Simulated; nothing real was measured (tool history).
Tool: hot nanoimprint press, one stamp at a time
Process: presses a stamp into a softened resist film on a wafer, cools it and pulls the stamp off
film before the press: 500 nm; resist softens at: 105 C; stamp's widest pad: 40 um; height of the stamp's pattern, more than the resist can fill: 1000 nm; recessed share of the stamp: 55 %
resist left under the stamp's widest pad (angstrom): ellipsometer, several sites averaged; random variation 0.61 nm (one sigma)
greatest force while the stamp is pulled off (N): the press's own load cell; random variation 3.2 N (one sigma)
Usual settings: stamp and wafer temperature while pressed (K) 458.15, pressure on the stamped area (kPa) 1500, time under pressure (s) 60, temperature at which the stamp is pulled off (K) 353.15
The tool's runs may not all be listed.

run    hour  stamp and wafer temperature while pressed (K)  pressure on the stamped area (kPa)  time under pressure (s)  temperature at which the stamp is pulled off (K)  resist left under the stamp's widest pad (angstrom)  greatest force while the stamp is pulled off (N)
  1     0.0                                         458.15                                1500                       60                                            353.15                                                 2826                                               235
  2    77.2                                         458.15                                1500                       60                                            353.15                                                 2818                                               226
  3   142.1                                         458.15                                1500                       60                                            353.15                                                 2832                                               230
  4   203.5                                         458.15                                1500                       60                                            353.15                                                 2811                                               238
  5   277.5                                         458.15                                1500                       60                                            353.15                                                 2823                                               236
  6   311.2                                         458.15                                1500                       60                                            353.15                                                 2824                                               234
  7   367.5                                         458.15                                1500                       60                                            353.15                                                 2814                                               231
  8   419.7                                         458.15                                1500                       60                                            353.15                                                 2810                                               239
  9   468.4                                         458.15                                1500                       60                                            353.15                                                 2803                                               236
 10   517.2                                         458.15                                1500                       60                                            350.15                                                 2820                                               241
 11   575.0                                         458.15                                1420                       89                                            353.15                                                 2533                                               232
 12   633.4                                         458.15                                1500                       42                                            356.15                                                 3126                                               229
 13   674.5                                         458.15                                1500                       42                                            356.15                                                 3132                                               229
 14   717.3                                         458.15                                1500                       42                                            356.15                                                 3122                                               226
 15   761.8                                         455.15                                1990                       60                                            353.15                                                 2794                                               232
 16   801.7                                         455.15                                1990                       66                                            339.15                                                 2702                                               277
 17   868.0                                         455.15                                1260                       66                                            339.15                                                 3255                                               274
 18   935.4                                         455.15                                1260                       66                                            339.15                                                 3251                                               275
 19  1003.2                                         455.15                                1210                      117                                            350.15                                                 2808                                               245
 20  1042.0                                         455.15                                1210                       47                                            356.15                                                 3586                                               228

Not shown: 4 entries that the log had between the listed runs. Between which runs, and how does the tool's hidden state differ before and after?
Between runs 1 and 2: stamp cleaned and given a new release coat (hour 76.5)
  pressure that arrives at the usual setting, %: 99.87 -> 99.86; grip of the stamp's worn release coat, % over a new coat's: 0.5 -> 0; drift of the gauge itself on residual_nm, %: 0 -> -0.08
  measured less the result without the state, resist left under the stamp's widest pad (angstrom): +1 -> -1
Between runs 8 and 9: stamp cleaned and given a new release coat (hour 468.4)
  grip of the stamp's worn release coat, % over a new coat's: 0.5 -> 0; drift of the gauge itself on residual_nm, %: -0.44 -> -0.49
  measured less the result without the state, resist left under the stamp's widest pad (angstrom): -12 -> -14
Between runs 11 and 12: plate thermocouple calibrated (hour 583.1)
  true temperature over the reading, C: 0.02 -> 0.01; pressure that arrives at the usual setting, %: 99.81 -> 99.8; drift of the gauge itself on residual_nm, %: -0.6 -> -0.66
  measured less the result without the state, resist left under the stamp's widest pad (angstrom): -16 -> -19
Between runs 16 and 17: stamp cleaned and given a new release coat (hour 864.3)
  pressure that arrives at the usual setting, %: 99.78 -> 99.77; grip of the stamp's worn release coat, % over a new coat's: 0.5 -> 0; drift of the gauge itself on residual_nm, %: -0.84 -> -0.91
  measured less the result without the state, resist left under the stamp's widest pad (angstrom): -22 -> -30
